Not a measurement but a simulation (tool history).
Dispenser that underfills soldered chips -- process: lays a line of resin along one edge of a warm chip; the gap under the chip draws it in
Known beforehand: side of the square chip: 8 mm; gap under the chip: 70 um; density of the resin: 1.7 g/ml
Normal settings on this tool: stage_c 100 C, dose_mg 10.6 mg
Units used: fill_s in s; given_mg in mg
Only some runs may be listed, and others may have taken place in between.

run 1 hour=0.0 | stage_c=100 dose_mg=10.6 | fill_s=84.5 given_mg=10.34
run 2 hour=3.6 | stage_c=100 dose_mg=10.6 | fill_s=96.8 given_mg=10.28
-- hour=7.0 new syringe of resin
run 3 hour=10.8 | stage_c=100 dose_mg=10.6 | fill_s=79.6 given_mg=10.25
-- hour=19.1 new syringe of resin
run 4 hour=19.1 | stage_c=100 dose_mg=10.6 | fill_s=70.5 given_mg=10.09
run 5 hour=26.6 | stage_c=100 dose_mg=10.6 | fill_s=92.9 given_mg=10.20
-- hour=31.7 new syringe of resin
run 6 hour=34.5 | stage_c=100 dose_mg=10.6 | fill_s=77.8 given_mg=10.12
run 7 hour=38.7 | stage_c=100 dose_mg=10.6 | fill_s=89.5 given_mg=10.12
-- hour=44.1 new syringe of resin
run 8 hour=45.3 | stage_c=100 dose_mg=10.6 | fill_s=74.5 given_mg=10.06
run 9 hour=50.4 | stage_c=100 dose_mg=10.3 | fill_s=87.7 given_mg=9.59
-- hour=56.1 new syringe of resin
run 10 hour=56.9 | stage_c=100 dose_mg=10.3 | fill_s=74.0 given_mg=9.65
run 11 hour=60.9 | stage_c=111 dose_mg=10.3 | fill_s=54.6 given_mg=9.76
run 12 hour=65.9 | stage_c=111 dose_mg=10.3 | fill_s=63.9 given_mg=9.65
-- hour=68.6 new syringe of resin
run 13 hour=72.4 | stage_c=104 dose_mg=13.0 | fill_s=65.4 given_mg=12.10
run 14 hour=79.7 | stage_c=111 dose_mg=10.0 | fill_s=66.7 given_mg=9.23
-- hour=81.2 new syringe of resin
run 15 hour=85.7 | stage_c=108 dose_mg=10.3 | fill_s=59.8 given_mg=9.57
run 16 hour=91.5 | stage_c=111 dose_mg=11.4 | fill_s=63.9 given_mg=10.45
-- hour=93.2 new syringe of resin
run 17 hour=98.0 | stage_c=86 dose_mg=9.2 | fill_s=170.4 given_mg=8.41
run 18 hour=102.4 | stage_c=96 dose_mg=10.8 | fill_s=117.7 given_mg=9.90
-- hour=105.8 new syringe of resin
-- hour=106.8 dispensing valve cleaned and set on the balance
run 19 hour=110.7 | stage_c=96 dose_mg=10.8 | fill_s=94.5 given_mg=10.79
run 20 hour=117.4 | stage_c=104 dose_mg=13.5 | fill_s=80.5 given_mg=13.40

3 ways to go on from here, each from the tool as it stands after run 20. What would each give?
-- hour=119.4 new syringe of resin
run A hour=121.8 | stage_c=93 dose_mg=13.5 | fill_s=? given_mg=?
-- hour=119.4 new syringe of resin
run B hour=121.8 | stage_c=88 dose_mg=9.0 | fill_s=? given_mg=?
-- hour=119.4 new syringe of resin
run C hour=121.8 | stage_c=112 dose_mg=12.2 | fill_s=? given_mg=?

run=A fill_s=97.8 given_mg=13.45
run=B fill_s=136.0 given_mg=9.04
run=C fill_s=44.4 given_mg=12.10
The same runs, with their run-to-run variation unchanged, on a tool lacking any hidden condition would have given:
run=A fill_s=92.7 given_mg=13.55
run=B fill_s=128.7 given_mg=9.10
run=C fill_s=42.1 given_mg=12.19
